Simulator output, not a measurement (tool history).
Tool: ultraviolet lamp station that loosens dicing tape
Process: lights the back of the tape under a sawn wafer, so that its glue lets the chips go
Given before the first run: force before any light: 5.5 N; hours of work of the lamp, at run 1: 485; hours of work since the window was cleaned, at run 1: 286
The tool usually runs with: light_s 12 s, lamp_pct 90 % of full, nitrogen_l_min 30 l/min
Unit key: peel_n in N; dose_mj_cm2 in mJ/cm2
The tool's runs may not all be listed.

run	day	light_s	lamp_pct	nitrogen_l_min	hours of work of the lamp	hours of work since the window was cleaned	peel_n	dose_mj_cm2
1	0	12	90	30	485	286	0.13	565
2	2.083	12	72	30	513	314	0.195	446
3	3.667	12	77	30	534	335	0.179	475
4	5.683	11	90	30	560	361	0.13	511
5	7.133	12	90	30	580	381	0.131	558
6	8.354	12	90	30	596	397	0.117	559
7	10.279	12	90	30	621	422	0.107	559
8	12.433	21	75	30	650	451	0.087	814
# day 13.733: window cleaned of glue's vapour
9	14.612	9	100	21	678	12	0.222	463
10	15.954	20	66	10	696	29	0.133	680
11	17.7	6	66	12	719	53	1.4	202
12	18.812	9	76	34	734	67	0.336	353
13	20.333	9	76	34	754	87	0.33	355

What if the next run were any one of these 3? Each begins from the tool's condition after run 13:
A	21.538	7	91	50	770	103	?	?
B	21.538	9	61	36	770	103	?	?
C	21.538	9	89	34	770	103	?	?

run	peel_n	dose_mj_cm2
A	0.343	326
B	0.54	282
C	0.234	417
Take away the tool's hidden state, keep each run's random variation, and the runs would have read:
run	peel_n	dose_mj_cm2
A	0.341	326
B	0.538	282
C	0.233	418
